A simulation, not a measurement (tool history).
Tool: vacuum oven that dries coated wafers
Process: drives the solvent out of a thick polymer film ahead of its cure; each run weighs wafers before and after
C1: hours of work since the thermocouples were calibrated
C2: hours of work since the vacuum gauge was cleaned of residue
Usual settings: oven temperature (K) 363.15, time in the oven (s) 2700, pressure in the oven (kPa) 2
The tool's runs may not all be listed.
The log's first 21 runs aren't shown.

Run 22, hour 188.3: usual settings but oven temperature (K) 376.15; C1 27; C2 506. Result: solvent left in the film (%) 2.21.
Run 23, hour 193.8: usual settings but oven temperature (K) 376.15; C1 31; C2 511. Result: solvent left in the film (%) 2.15.
Run 24, hour 200: usual settings but time in the oven (s) 3240; C1 36; C2 515. Result: solvent left in the film (%) 3.95.
Run 25, hour 206: usual settings but time in the oven (s) 3240, pressure in the oven (kPa) 7.49; C1 40; C2 520. Result: solvent left in the film (%) 7.78.
At hour 208.6: oven's thermocouples calibrated, once more.
Run 26, hour 220.9: usual settings but oven temperature (K) 359.15, time in the oven (s) 3240, pressure in the oven (kPa) 1.62; C1 9; C2 529. Result: solvent left in the film (%) 4.2.
Run 27, hour 229.3: usual settings but oven temperature (K) 359.15, time in the oven (s) 3240, pressure in the oven (kPa) 1.62; C1 15; C2 536. Result: solvent left in the film (%) 4.23.
Run 28, hour 240.4: usual settings but oven temperature (K) 349.15, time in the oven (s) 3840, pressure in the oven (kPa) 6.36; C1 24; C2 544. Result: solvent left in the film (%) 11.
Run 29, hour 253.5: usual settings but oven temperature (K) 362.15, time in the oven (s) 2820, pressure in the oven (kPa) 4.21; C1 33; C2 554. Result: solvent left in the film (%) 5.93.
Run 30, hour 263.3: usual settings but time in the oven (s) 4260, pressure in the oven (kPa) 1.3; C1 41; C2 561. Result: solvent left in the film (%) 2.09.
Run 31, hour 273: usual settings but time in the oven (s) 1740, pressure in the oven (kPa) 6.95; C1 48; C2 568. Result: solvent left in the film (%) 9.36.
Run 32, hour 286.3: usual settings but time in the oven (s) 1740, pressure in the oven (kPa) 6.95; C1 58; C2 578. Result: solvent left in the film (%) 9.46.
Run 33, hour 293.6: usual settings but oven temperature (K) 373.15, time in the oven (s) 1740, pressure in the oven (kPa) 2.65; C1 63; C2 583. Result: solvent left in the film (%) 4.56.
Run 34, hour 301.7: usual settings but time in the oven (s) 2940, pressure in the oven (kPa) 6.9; C1 69; C2 589. Result: solvent left in the film (%) 7.1.
Run 35, hour 314.4: usual settings but oven temperature (K) 351.15; C1 79; C2 599. Result: solvent left in the film (%) 7.86.
Run 36, hour 320.7: usual settings but oven temperature (K) 369.15, time in the oven (s) 1560, pressure in the oven (kPa) 4.18; C1 83; C2 604. Result: solvent left in the film (%) 6.84.
Run 37, hour 327.5: usual settings but oven temperature (K) 369.15, time in the oven (s) 1560, pressure in the oven (kPa) 4.18; C1 89; C2 609. Result: solvent left in the film (%) 6.85.
Run 38, hour 335.9: usual settings but oven temperature (K) 369.15, time in the oven (s) 1560, pressure in the oven (kPa) 4.18; C1 95; C2 615. Result: solvent left in the film (%) 6.86.
Run 39, hour 343.2: usual settings but oven temperature (K) 362.15, time in the oven (s) 3000, pressure in the oven (kPa) 2.69; C1 100; C2 620. Result: solvent left in the film (%) 4.59.
Run 40, hour 353.5: usual settings but oven temperature (K) 367.15, time in the oven (s) 1800, pressure in the oven (kPa) 3.48; C1 108; C2 628. Result: solvent left in the film (%) 6.25.
Run 41, hour 360.6: usual settings but oven temperature (K) 375.15, pressure in the oven (kPa) 2.55; C1 113; C2 633. Result: solvent left in the film (%) 2.36.
Run 42, hour 368.3: usual settings but oven temperature (K) 375.15, pressure in the oven (kPa) 2.55; C1 119; C2 639. Result: solvent left in the film (%) 2.3.
Run 43, hour 374.2: usual settings but oven temperature (K) 375.15, pressure in the oven (kPa) 2.55; C1 123; C2 643. Result: solvent left in the film (%) 2.22.
Run 44, hour 383.4: usual settings but oven temperature (K) 377.15; C1 130; C2 650. Result: solvent left in the film (%) 1.76.
Run 45, hour 392.2: usual settings but oven temperature (K) 377.15; C1 137; C2 657. Result: solvent left in the film (%) 1.79.

4 ways to go on from here, each from the tool as it stands after run 45. What would each give?
Run A, hour 400.9: usual settings but oven temperature (K) 352.15, time in the oven (s) 4200, pressure in the oven (kPa) 6.73; C1 143; C2 663. Result: solvent left in the film (%) ?.
Run B, hour 400.9: usual settings but time in the oven (s) 2580, pressure in the oven (kPa) 1.52; C1 143; C2 663. Result: solvent left in the film (%) ?.
Run C, hour 400.9: usual settings but time in the oven (s) 1740, pressure in the oven (kPa) 2.29; C1 143; C2 663. Result: solvent left in the film (%) ?.
Run D, hour 400.9: usual settings but oven temperature (K) 359.15, pressure in the oven (kPa) 1.21; C1 143; C2 663. Result: solvent left in the film (%) ?.

run  solvent left in the film (%)
  A                          9.81
  B                          4.35
  C                          6.98
  D                          4.95
Without the tool's hidden state the same runs would have given:
run  solvent left in the film (%)
  A                          9.21
  B                          3.99
  C                           6.6
  D                          4.55
